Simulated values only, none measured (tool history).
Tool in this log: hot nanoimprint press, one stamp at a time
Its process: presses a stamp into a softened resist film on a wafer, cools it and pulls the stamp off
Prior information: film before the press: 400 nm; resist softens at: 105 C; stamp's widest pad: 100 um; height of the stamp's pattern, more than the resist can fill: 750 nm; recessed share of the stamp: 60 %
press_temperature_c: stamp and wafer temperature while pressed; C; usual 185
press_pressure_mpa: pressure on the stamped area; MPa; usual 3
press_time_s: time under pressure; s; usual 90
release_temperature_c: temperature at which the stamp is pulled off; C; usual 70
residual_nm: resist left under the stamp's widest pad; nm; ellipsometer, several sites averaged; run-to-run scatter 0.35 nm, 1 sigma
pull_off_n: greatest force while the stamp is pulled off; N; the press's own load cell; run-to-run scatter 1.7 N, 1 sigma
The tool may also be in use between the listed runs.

{"run": 1, "hour": 0.0, "press_temperature_c": 185, "press_pressure_mpa": 3, "press_time_s": 90, "release_temperature_c": 70, "residual_nm": 159.7, "pull_off_n": 204}
{"run": 2, "hour": 11.4, "press_temperature_c": 178, "press_pressure_mpa": 3, "press_time_s": 90, "release_temperature_c": 70, "residual_nm": 221.9, "pull_off_n": 203}
{"run": 3, "hour": 19.8, "press_temperature_c": 185, "press_pressure_mpa": 3, "press_time_s": 90, "release_temperature_c": 70, "residual_nm": 159.1, "pull_off_n": 206}
{"run": 4, "hour": 36.3, "press_temperature_c": 177, "press_pressure_mpa": 3, "press_time_s": 90, "release_temperature_c": 70, "residual_nm": 233.3, "pull_off_n": 204}
{"run": 5, "hour": 54.1, "press_temperature_c": 177, "press_pressure_mpa": 3, "press_time_s": 90, "release_temperature_c": 70, "residual_nm": 231.8, "pull_off_n": 210}
{"run": 6, "hour": 62.8, "press_temperature_c": 177, "press_pressure_mpa": 3, "press_time_s": 58, "release_temperature_c": 70, "residual_nm": 262.7, "pull_off_n": 209}
{"run": 7, "hour": 75.6, "press_temperature_c": 177, "press_pressure_mpa": 3, "press_time_s": 58, "release_temperature_c": 70, "residual_nm": 264.1, "pull_off_n": 209}
{"run": 8, "hour": 88.9, "press_temperature_c": 185, "press_pressure_mpa": 3, "press_time_s": 163, "release_temperature_c": 69, "residual_nm": 123.9, "pull_off_n": 212}
{"run": 9, "hour": 104.8, "press_temperature_c": 185, "press_pressure_mpa": 4.45, "press_time_s": 139, "release_temperature_c": 56, "residual_nm": 108.8, "pull_off_n": 232}
{"run": 10, "hour": 120.3, "press_temperature_c": 186, "press_pressure_mpa": 4.45, "press_time_s": 53, "release_temperature_c": 56, "residual_nm": 154.6, "pull_off_n": 232}
{"run": 11, "hour": 128.4, "press_temperature_c": 185, "press_pressure_mpa": 3, "press_time_s": 84, "release_temperature_c": 70, "residual_nm": 161.6, "pull_off_n": 219}
{"run": 12, "hour": 147.9, "press_temperature_c": 185, "press_pressure_mpa": 3, "press_time_s": 84, "release_temperature_c": 59, "residual_nm": 161.4, "pull_off_n": 231}

Branching from run 12: 3 alternative next runs. What would each branch give?
{"run": "A", "hour": 166.5, "press_temperature_c": 185, "press_pressure_mpa": 2.81, "press_time_s": 48, "release_temperature_c": 61, "residual_nm": "?", "pull_off_n": "?"}
{"run": "B", "hour": 166.5, "press_temperature_c": 174, "press_pressure_mpa": 3, "press_time_s": 84, "release_temperature_c": 59, "residual_nm": "?", "pull_off_n": "?"}
{"run": "C", "hour": 166.5, "press_temperature_c": 191, "press_pressure_mpa": 3, "press_time_s": 105, "release_temperature_c": 72, "residual_nm": "?", "pull_off_n": "?"}

run=A residual_nm=204.4 pull_off_n=231
run=B residual_nm=264.9 pull_off_n=232
run=C residual_nm=108.7 pull_off_n=218
Without the tool's unlogged condition, the same runs would have read:
run=A residual_nm=207.2 pull_off_n=206
run=B residual_nm=268.1 pull_off_n=206
run=C residual_nm=110.3 pull_off_n=195

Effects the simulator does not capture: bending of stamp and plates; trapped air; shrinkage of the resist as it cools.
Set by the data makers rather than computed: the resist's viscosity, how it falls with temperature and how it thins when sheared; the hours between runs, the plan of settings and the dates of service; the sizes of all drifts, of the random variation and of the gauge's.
